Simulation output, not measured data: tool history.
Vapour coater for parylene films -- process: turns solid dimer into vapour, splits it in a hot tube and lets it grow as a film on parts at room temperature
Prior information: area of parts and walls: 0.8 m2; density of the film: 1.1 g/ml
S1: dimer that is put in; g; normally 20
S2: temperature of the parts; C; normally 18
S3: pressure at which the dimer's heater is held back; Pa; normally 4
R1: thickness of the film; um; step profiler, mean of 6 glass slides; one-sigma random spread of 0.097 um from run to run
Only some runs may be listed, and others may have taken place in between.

Run 1, hour 0: usual settings. Result: R1 15.59 um.
Run 2, hour 18.8: usual settings. Result: R1 15.49 um.
Run 3, hour 27.2: usual settings but S3 6.55 Pa. Result: R1 15.12 um.
Run 4, hour 41.3: usual settings but S1 16 g. Result: R1 12.54 um.
Run 5, hour 54.3: usual settings. Result: R1 15.69 um.
Run 6, hour 73.8: usual settings but S2 21 C. Result: R1 14.21 um.
Run 7, hour 89.1: usual settings but S2 21 C. Result: R1 14.47 um.
Run 8, hour 103.2: usual settings but S2 21 C. Result: R1 14.25 um.
Run 9, hour 115.7: usual settings but S2 21 C. Result: R1 14.43 um.
Run 10, hour 128: usual settings but S2 20 C. Result: R1 14.74 um.
Run 11, hour 137.5: usual settings but S2 13 C. Result: R1 17.86 um.
Run 12, hour 148.5: usual settings but S3 5.2 Pa. Result: R1 15.25 um.
Run 13, hour 159.7: usual settings. Result: R1 15.43 um.
Run 14, hour 173.3: usual settings. Result: R1 15.69 um.
Run 15, hour 185.7: usual settings but S1 30 g. Result: R1 23.31 um.
Run 16, hour 202.9: usual settings but S1 30 g. Result: R1 23.31 um.
Run 17, hour 216.8: usual settings but S3 2.97 Pa. Result: R1 15.91 um.
Run 18, hour 225.8: usual settings but S3 2.97 Pa. Result: R1 15.86 um.
Run 19, hour 243.6: usual settings but S2 12 C. Result: R1 18.47 um.
Run 20, hour 254.8: usual settings but S1 28 g, S2 10 C. Result: R1 27.13 um.
Run 21, hour 272: usual settings but S1 28 g, S2 10 C. Result: R1 27.03 um.
Run 22, hour 287.9: usual settings but S3 3.64 Pa. Result: R1 15.64 um.
Run 23, hour 302.4: usual settings but S3 3.64 Pa. Result: R1 15.73 um.
At hour 308.1: trap's valve overhauled.
Run 24, hour 321: usual settings but S1 19 g, S2 22 C, S3 8.2 Pa. Result: R1 12.27 um.
Run 25, hour 336: usual settings but S1 13 g, S2 22 C, S3 8.2 Pa. Result: R1 8.42 um.
Run 26, hour 350.1: usual settings but S1 13 g, S2 30 C. Result: R1 7.05 um.
Run 27, hour 370.7: usual settings but S1 13 g, S2 13 C. Result: R1 11.34 um.
Run 28, hour 388.1: usual settings but S1 13 g, S2 13 C. Result: R1 11.29 um.
Run 29, hour 396.6: usual settings but S1 13 g, S2 13 C. Result: R1 11.26 um.
Run 30, hour 405.6: usual settings but S1 13 g, S2 13 C. Result: R1 11.13 um.
Run 31, hour 415.2: usual settings but S1 9 g, S2 23 C, S3 5.86 Pa. Result: R1 5.67 um.
At hour 434.3: trap's valve overhauled, once more.
Run 32, hour 438.3: usual settings but S1 9 g, S2 23 C, S3 5.86 Pa. Result: R1 6.16 um.
Run 33, hour 448.3: usual settings but S1 9 g, S2 23 C, S3 5.86 Pa. Result: R1 6.18 um.
Run 34, hour 457: usual settings but S1 24 g. Result: R1 19.41 um.
Run 35, hour 472.9: usual settings but S1 11 g, S2 23 C. Result: R1 7.71 um.
Run 36, hour 493.1: usual settings but S1 9 g, S2 19 C. Result: R1 7.04 um.

3 ways to go on from here, each from the tool as it stands after run 36. What would each give?
Run A, hour 513.3: usual settings but S3 3.47 Pa. Result: R1 ?.
Run B, hour 513.3: usual settings but S1 9 g, S2 13 C, S3 5.69 Pa. Result: R1 ?.
Run C, hour 513.3: usual settings but S1 9 g, S2 13 C. Result: R1 ?.

run     R1
  A  16.32
  B   8.15
  C   8.34
With no hidden state in the tool, these same runs would have given:
run     R1
  A  16.32
  B   8.15
  C   8.34

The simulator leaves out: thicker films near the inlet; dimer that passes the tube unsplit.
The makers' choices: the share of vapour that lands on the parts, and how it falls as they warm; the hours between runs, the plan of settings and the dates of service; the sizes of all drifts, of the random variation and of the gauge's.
